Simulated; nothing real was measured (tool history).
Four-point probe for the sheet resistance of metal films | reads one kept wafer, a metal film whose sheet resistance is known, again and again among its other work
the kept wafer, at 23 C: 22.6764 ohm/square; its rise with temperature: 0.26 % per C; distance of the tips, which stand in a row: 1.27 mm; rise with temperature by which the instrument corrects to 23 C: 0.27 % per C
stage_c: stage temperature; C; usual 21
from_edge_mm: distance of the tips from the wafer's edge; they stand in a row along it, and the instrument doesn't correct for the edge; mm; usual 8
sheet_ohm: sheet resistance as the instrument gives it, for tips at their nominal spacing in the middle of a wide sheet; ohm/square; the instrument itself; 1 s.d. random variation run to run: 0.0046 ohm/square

run 1 hour=0.0 | stage_c=21 from_edge_mm=8 | sheet_ohm=22.998489
run 2 hour=50.0 | stage_c=21 from_edge_mm=8 | sheet_ohm=22.996146
run 3 hour=82.8 | stage_c=21 from_edge_mm=32 | sheet_ohm=22.707379
run 4 hour=123.2 | stage_c=21 from_edge_mm=32 | sheet_ohm=22.701931
run 5 hour=173.5 | stage_c=21 from_edge_mm=32 | sheet_ohm=22.700228
run 6 hour=243.5 | stage_c=21 from_edge_mm=32 | sheet_ohm=22.698465
run 7 hour=302.8 | stage_c=21 from_edge_mm=8 | sheet_ohm=22.976641
run 8 hour=354.5 | stage_c=21 from_edge_mm=8 | sheet_ohm=22.969938
run 9 hour=421.3 | stage_c=21 from_edge_mm=8 | sheet_ohm=22.969302
run 10 hour=492.2 | stage_c=21 from_edge_mm=8 | sheet_ohm=22.959613
run 11 hour=539.7 | stage_c=21 from_edge_mm=8 | sheet_ohm=22.962302
run 12 hour=583.5 | stage_c=21 from_edge_mm=8 | sheet_ohm=22.959904
run 13 hour=628.8 | stage_c=21 from_edge_mm=3 | sheet_ohm=24.628595
run 14 hour=698.7 | stage_c=21 from_edge_mm=8 | sheet_ohm=22.945096
run 15 hour=736.5 | stage_c=21 from_edge_mm=6 | sheet_ohm=23.177004
run 16 hour=804.6 | stage_c=21 from_edge_mm=6 | sheet_ohm=23.165163
run 17 hour=870.0 | stage_c=21 from_edge_mm=6 | sheet_ohm=23.146424
run 18 hour=920.5 | stage_c=21 from_edge_mm=6 | sheet_ohm=23.149355
run 19 hour=970.3 | stage_c=21 from_edge_mm=6 | sheet_ohm=23.148358
run 20 hour=1028.0 | stage_c=21 from_edge_mm=6 | sheet_ohm=23.133764
run 21 hour=1066.1 | stage_c=21 from_edge_mm=6 | sheet_ohm=23.133844
run 22 hour=1105.3 | stage_c=21 from_edge_mm=6 | sheet_ohm=23.124712
run 23 hour=1138.5 | stage_c=21 from_edge_mm=6 | sheet_ohm=23.136448
run 24 hour=1191.3 | stage_c=30 from_edge_mm=4 | sheet_ohm=23.755354
run 25 hour=1222.9 | stage_c=30 from_edge_mm=5 | sheet_ohm=23.350296
run 26 hour=1263.0 | stage_c=20 from_edge_mm=4 | sheet_ohm=23.792155
run 27 hour=1293.9 | stage_c=20 from_edge_mm=8 | sheet_ohm=22.930913
run 28 hour=1355.6 | stage_c=33 from_edge_mm=29 | sheet_ohm=22.596179
run 29 hour=1410.9 | stage_c=25 from_edge_mm=5 | sheet_ohm=23.362182
run 30 hour=1476.4 | stage_c=29 from_edge_mm=36 | sheet_ohm=22.594112
run 31 hour=1514.1 | stage_c=21 from_edge_mm=3 | sheet_ohm=24.585284
run 32 hour=1565.4 | stage_c=21 from_edge_mm=3 | sheet_ohm=24.578215
run 33 hour=1616.9 | stage_c=18 from_edge_mm=8 | sheet_ohm=22.923120
run 34 hour=1652.7 | stage_c=25 from_edge_mm=25 | sheet_ohm=22.612982
run 35 hour=1684.6 | stage_c=24 from_edge_mm=55 | sheet_ohm=22.600192
run 36 hour=1721.6 | stage_c=24 from_edge_mm=55 | sheet_ohm=22.588634
run 37 hour=1787.5 | stage_c=18 from_edge_mm=59 | sheet_ohm=22.602484
run 38 hour=1849.5 | stage_c=23 from_edge_mm=8 | sheet_ohm=22.875742
run 39 hour=1895.0 | stage_c=19 from_edge_mm=4 | sheet_ohm=23.749591
run 40 hour=1964.6 | stage_c=22 from_edge_mm=11 | sheet_ohm=22.733624
run 41 hour=2027.9 | stage_c=19 from_edge_mm=42 | sheet_ohm=22.593287
run 42 hour=2096.4 | stage_c=19 from_edge_mm=42 | sheet_ohm=22.589312
run 43 hour=2148.4 | stage_c=29 from_edge_mm=8 | sheet_ohm=22.838152
run 44 hour=2205.6 | stage_c=28 from_edge_mm=8 | sheet_ohm=22.828200

Put back what was entered between runs (2 entries, withheld): which listed runs does each sit between, and how does the hidden state differ from the listed run before to the listed run after?
From run 16 to run 17: stage's thermometer calibrated (hour 810.4)
  inner tips' distance over the nominal, %: -0.102 -> -0.119; tips' flats over new ones', %: 55 -> 57; wafer's true temperature over the reading, C: -0.39 -> -0.67
  difference, measured minus the result without the unlogged condition, sheet_ohm: -0.049211 -> -0.069878 ohm/square
From run 23 to run 24: stage's thermometer calibrated, once more (hour 1162.1)
  inner tips' distance over the nominal, %: -0.188 -> -0.203; tips' flats over new ones', %: 63 -> 64; wafer's true temperature over the reading, C: -0.72 -> -0.04
  difference, measured minus the result without the unlogged condition, sheet_ohm: -0.089969 -> -0.054284 ohm/square
